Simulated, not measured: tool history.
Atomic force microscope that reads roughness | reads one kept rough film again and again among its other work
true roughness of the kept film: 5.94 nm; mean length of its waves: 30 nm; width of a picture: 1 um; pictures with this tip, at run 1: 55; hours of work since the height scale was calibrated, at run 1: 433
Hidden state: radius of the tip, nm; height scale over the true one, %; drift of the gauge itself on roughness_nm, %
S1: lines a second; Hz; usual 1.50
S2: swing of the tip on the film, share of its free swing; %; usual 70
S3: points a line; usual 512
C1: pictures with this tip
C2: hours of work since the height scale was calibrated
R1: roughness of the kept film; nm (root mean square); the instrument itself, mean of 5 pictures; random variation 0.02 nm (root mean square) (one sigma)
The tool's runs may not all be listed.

{"run": 1, "hour": 0.0, "S1": 1.5, "S2": 70, "S3": 512, "C1": 55, "C2": 433, "R1": 4.487}
{"run": 2, "hour": 50.3, "S1": 1.5, "S2": 70, "S3": 512, "C1": 152, "C2": 464, "R1": 3.867}
{"run": 3, "hour": 94.9, "S1": 1.5, "S2": 70, "S3": 578, "C1": 238, "C2": 491, "R1": 3.493}
{"run": 4, "hour": 148.8, "S1": 1.5, "S2": 79, "S3": 512, "C1": 342, "C2": 524, "R1": 3.03}
{"hour": 154.9, "done": "new tip fitted"}
{"run": 5, "hour": 192.1, "S1": 1.5, "S2": 79, "S3": 512, "C1": 72, "C2": 550, "R1": 4.204}
{"run": 6, "hour": 226.9, "S1": 1.5, "S2": 79, "S3": 907, "C1": 139, "C2": 571, "R1": 3.808}
{"run": 7, "hour": 279.4, "S1": 1.27, "S2": 70, "S3": 512, "C1": 240, "C2": 603, "R1": 3.476}
{"hour": 341.8, "done": "new tip fitted"}
{"run": 8, "hour": 344.2, "S1": 1.27, "S2": 70, "S3": 512, "C1": 5, "C2": 642, "R1": 4.838}
{"run": 9, "hour": 386.0, "S1": 1.27, "S2": 70, "S3": 512, "C1": 86, "C2": 668, "R1": 4.29}
{"run": 10, "hour": 429.9, "S1": 1.27, "S2": 70, "S3": 512, "C1": 171, "C2": 695, "R1": 3.933}
{"run": 11, "hour": 474.0, "S1": 1.5, "S2": 70, "S3": 512, "C1": 256, "C2": 721, "R1": 3.516}
{"hour": 525.1, "done": "new tip fitted"}
{"run": 12, "hour": 545.0, "S1": 1.5, "S2": 70, "S3": 512, "C1": 39, "C2": 764, "R1": 4.594}
{"run": 13, "hour": 607.8, "S1": 1.5, "S2": 70, "S3": 512, "C1": 160, "C2": 803, "R1": 3.874}
{"run": 14, "hour": 663.6, "S1": 3.25, "S2": 56, "S3": 512, "C1": 267, "C2": 837, "R1": 3.473}
{"run": 15, "hour": 701.1, "S1": 0.83, "S2": 86, "S3": 845, "C1": 340, "C2": 860, "R1": 3.186}
{"hour": 710.9, "done": "new tip fitted"}
{"run": 16, "hour": 748.6, "S1": 3.51, "S2": 86, "S3": 572, "C1": 72, "C2": 888, "R1": 3.826}
{"run": 17, "hour": 804.6, "S1": 3.51, "S2": 86, "S3": 572, "C1": 181, "C2": 922, "R1": 3.381}
{"run": 18, "hour": 841.5, "S1": 3.51, "S2": 86, "S3": 572, "C1": 252, "C2": 945, "R1": 3.055}
{"hour": 893.9, "done": "new tip fitted"}
{"run": 19, "hour": 902.5, "S1": 3.51, "S2": 86, "S3": 572, "C1": 16, "C2": 982, "R1": 4.12}
{"run": 20, "hour": 932.6, "S1": 0.67, "S2": 87, "S3": 512, "C1": 74, "C2": 1000, "R1": 4.286}
{"run": 21, "hour": 984.7, "S1": 1.26, "S2": 57, "S3": 629, "C1": 175, "C2": 1032, "R1": 3.849}
{"run": 22, "hour": 1019.2, "S1": 2.83, "S2": 55, "S3": 343, "C1": 242, "C2": 1053, "R1": 3.45}
{"run": 23, "hour": 1048.3, "S1": 1.5, "S2": 70, "S3": 920, "C1": 298, "C2": 1071, "R1": 3.244}
{"hour": 1078.0, "done": "new tip fitted"}
{"run": 24, "hour": 1106.2, "S1": 1.5, "S2": 70, "S3": 920, "C1": 55, "C2": 1106, "R1": 4.432}

3 ways to go on from here, each from the tool as it stands after run 24. What would each give?
{"run": "A", "hour": 1160.0, "S1": 2.33, "S2": 63, "S3": 965, "C1": 158, "C2": 1138, "R1": "?"}
{"run": "B", "hour": 1160.0, "S1": 2.75, "S2": 81, "S3": 366, "C1": 158, "C2": 1138, "R1": "?"}
{"run": "C", "hour": 1160.0, "S1": 1.86, "S2": 80, "S3": 942, "C1": 158, "C2": 1138, "R1": "?"}

run=A R1=3.935
run=B R1=3.601
run=C R1=3.786
Without the tool's hidden state the same runs would have given:
run=A R1=4.873
run=B R1=4.460
run=C R1=4.689
